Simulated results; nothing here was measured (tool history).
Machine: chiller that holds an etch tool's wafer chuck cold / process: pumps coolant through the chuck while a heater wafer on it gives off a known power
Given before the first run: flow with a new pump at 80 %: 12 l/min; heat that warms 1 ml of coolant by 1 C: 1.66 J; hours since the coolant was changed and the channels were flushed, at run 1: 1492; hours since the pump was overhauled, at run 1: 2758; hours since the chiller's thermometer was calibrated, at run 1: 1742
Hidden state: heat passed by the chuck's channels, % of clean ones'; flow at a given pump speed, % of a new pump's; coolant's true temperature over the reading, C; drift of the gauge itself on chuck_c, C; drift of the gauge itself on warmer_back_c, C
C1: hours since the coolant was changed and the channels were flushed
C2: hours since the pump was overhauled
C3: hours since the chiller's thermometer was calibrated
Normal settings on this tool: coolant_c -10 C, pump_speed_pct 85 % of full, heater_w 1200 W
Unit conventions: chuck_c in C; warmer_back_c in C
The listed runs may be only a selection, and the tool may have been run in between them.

Run 1, hour 0: usual settings; C1 1492; C2 2758; C3 1742. Result: chuck_c -0.11 C, warmer_back_c 3.5 C.
Run 2, hour 46.4: usual settings but pump_speed_pct 72 % of full; C1 1538; C2 2804; C3 1788. Result: chuck_c 1.05 C, warmer_back_c 4.2 C.
Run 3, hour 100.4: usual settings but coolant_c -16 C; C1 1592; C2 2858; C3 1842. Result: chuck_c -6.09 C, warmer_back_c 3.5 C.
Run 4, hour 186.5: usual settings but coolant_c -16 C; C1 1678; C2 2944; C3 1928. Result: chuck_c -6.15 C, warmer_back_c 3.48 C.
Run 5, hour 237.3: usual settings but coolant_c -16 C; C1 1729; C2 2995; C3 1979. Result: chuck_c -6.18 C, warmer_back_c 3.48 C.
Run 6, hour 295.1: usual settings; C1 1787; C2 3053; C3 2037. Result: chuck_c -0.14 C, warmer_back_c 3.49 C.
Run 7, hour 362.9: usual settings; C1 1855; C2 3121; C3 2105. Result: chuck_c -0.02 C, warmer_back_c 3.52 C.
Run 8, hour 422.1: usual settings; C1 1914; C2 3180; C3 2164. Result: chuck_c -0.15 C, warmer_back_c 3.49 C.
Run 9, hour 475.2: usual settings but coolant_c -8 C; C1 1967; C2 3233; C3 2217. Result: chuck_c 1.92 C, warmer_back_c 3.51 C.
Run 10, hour 540.4: usual settings but coolant_c -8 C; C1 2032; C2 3298; C3 2282. Result: chuck_c 1.85 C, warmer_back_c 3.51 C.
Run 11, hour 596.4: usual settings but coolant_c -6 C; C1 2088; C2 3354; C3 2338. Result: chuck_c 3.82 C, warmer_back_c 3.52 C.
Run 12, hour 649.9: usual settings but coolant_c -6 C; C1 2142; C2 3408; C3 2391. Result: chuck_c 4.1 C, warmer_back_c 3.52 C.
Run 13, hour 736.2: usual settings but coolant_c -6 C; C1 2228; C2 3494; C3 2478. Result: chuck_c 3.93 C, warmer_back_c 3.5 C.
Run 14, hour 828.3: usual settings but coolant_c -19 C, pump_speed_pct 80 % of full; C1 2320; C2 3586; C3 2570. Result: chuck_c -8.46 C, warmer_back_c 3.78 C.
Run 15, hour 894.7: usual settings but pump_speed_pct 86 % of full, heater_w 611 W; C1 2386; C2 3652; C3 2636. Result: chuck_c -5.29 C, warmer_back_c 1.76 C.
Run 16, hour 957.2: usual settings but coolant_c -1 C, pump_speed_pct 86 % of full, heater_w 1412 W; C1 2449; C2 3715; C3 2699. Result: chuck_c 10.74 C, warmer_back_c 4.1 C.
Run 17, hour 1037.5: usual settings but pump_speed_pct 84 % of full, heater_w 1699 W; C1 2529; C2 3795; C3 2779. Result: chuck_c 4.44 C, warmer_back_c 5.08 C.
Run 18, hour 1129: usual settings but coolant_c -12 C, heater_w 1550 W; C1 2621; C2 3887; C3 2871. Result: chuck_c 0.99 C, warmer_back_c 4.53 C.
Run 19, hour 1187.5: usual settings but pump_speed_pct 65 % of full; C1 2679; C2 3945; C3 2929. Result: chuck_c 2.23 C, warmer_back_c 4.72 C.
Run 20, hour 1264.8: usual settings but coolant_c -4 C, pump_speed_pct 89 % of full; C1 2756; C2 4022; C3 3006. Result: chuck_c 5.79 C, warmer_back_c 3.34 C.
Run 21, hour 1341.5: usual settings but coolant_c -15 C, pump_speed_pct 70 % of full, heater_w 1701 W; C1 2833; C2 4099; C3 3083. Result: chuck_c 1.51 C, warmer_back_c 6.18 C.
Run 22, hour 1394.6: usual settings but coolant_c -14 C, pump_speed_pct 65 % of full, heater_w 608 W; C1 2886; C2 4152; C3 3136. Result: chuck_c -7.97 C, warmer_back_c 2.45 C.
Run 23, hour 1452.3: usual settings but pump_speed_pct 62 % of full, heater_w 1519 W; C1 2944; C2 4210; C3 3194. Result: chuck_c 6.14 C, warmer_back_c 6.31 C.
Run 24, hour 1535.9: usual settings but pump_speed_pct 70 % of full, heater_w 698 W; C1 3028; C2 4294; C3 3278. Result: chuck_c -3.4 C, warmer_back_c 2.52 C.
Run 25, hour 1623.6: usual settings but coolant_c -15 C, pump_speed_pct 89 % of full, heater_w 1370 W; C1 3115; C2 4381; C3 3365. Result: chuck_c -3.74 C, warmer_back_c 3.84 C.

What if the next run were any one of these 3? Each begins from the tool's condition after run 25:
Run A, hour 1701.1: usual settings but heater_w 851 W; C1 3193; C2 4459; C3 3443. Result: chuck_c ?, warmer_back_c ?.
Run B, hour 1701.1: usual settings but coolant_c -5 C, pump_speed_pct 81 % of full, heater_w 902 W; C1 3193; C2 4459; C3 3443. Result: chuck_c ?, warmer_back_c ?.
Run C, hour 1701.1: usual settings but coolant_c -13 C, pump_speed_pct 82 % of full, heater_w 1088 W; C1 3193; C2 4459; C3 3443. Result: chuck_c ?, warmer_back_c ?.

run  chuck_c  warmer_back_c
  A     -2.9           2.51
  B     2.69            2.8
  C    -3.62           3.38
Without the tool's unlogged condition, the same runs would have read:
run  chuck_c  warmer_back_c
  A    -3.16           2.38
  B     2.37           2.66
  C    -4.11           3.22
